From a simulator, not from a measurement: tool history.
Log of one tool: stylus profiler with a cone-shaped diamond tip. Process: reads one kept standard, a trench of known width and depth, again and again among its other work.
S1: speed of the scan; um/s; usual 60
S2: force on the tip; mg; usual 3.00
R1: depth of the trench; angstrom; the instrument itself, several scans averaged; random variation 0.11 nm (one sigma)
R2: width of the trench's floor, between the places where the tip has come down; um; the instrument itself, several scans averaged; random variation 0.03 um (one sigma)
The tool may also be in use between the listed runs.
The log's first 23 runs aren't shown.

run    hour   S1    S2      R1     R2
 24   703.9   77  1.62  2023.2  96.83
 25   745.3   77  1.62  2022.5  96.81
 26   776.2   77  1.62  2022.3  96.79
 27   821.4   77  1.62  2020.6  96.84
 28   839.8   17  3.65  2037.5  97.25
 29   863.5  133  1.94  2023.2  96.51
 30   908.2  133  1.94  2023.7  96.41
 31   946.8  133  1.94  2024.3  96.44
 32   982.4  115  1.91  2026.1  96.54
 33  1007.5  112  1.04  2016.9  96.31
 34  1032.7  112  1.04  2015.9  96.34
 35  1068.4  112  1.04  2017.9  96.29
 36  1103.0  112  1.04  2019.1  96.22
 37  1134.2  112  1.04  2017.1  96.23
 38  1154.4  112  1.04  2017.6  96.24
 39  1173.6   60  7.98  2063.4  97.08

4 ways to go on from here, each from the tool as it stands after run 39. What would each give?
  A  1195.9   43  1.17   ?   ?
  B  1195.9  147  1.10   ?   ?
  C  1195.9   99  2.47   ?   ?
  D  1195.9   60  6.36   ?   ?

run      R1     R2
  A  2020.4  96.87
  B  2019.3  95.95
  C  2028.8  96.65
  D  2054.0  97.02
Without the tool's hidden state the same runs would have given:
run      R1     R2
  A  2017.1  97.89
  B  2016.0  96.97
  C  2025.5  97.67
  D  2050.7  98.04
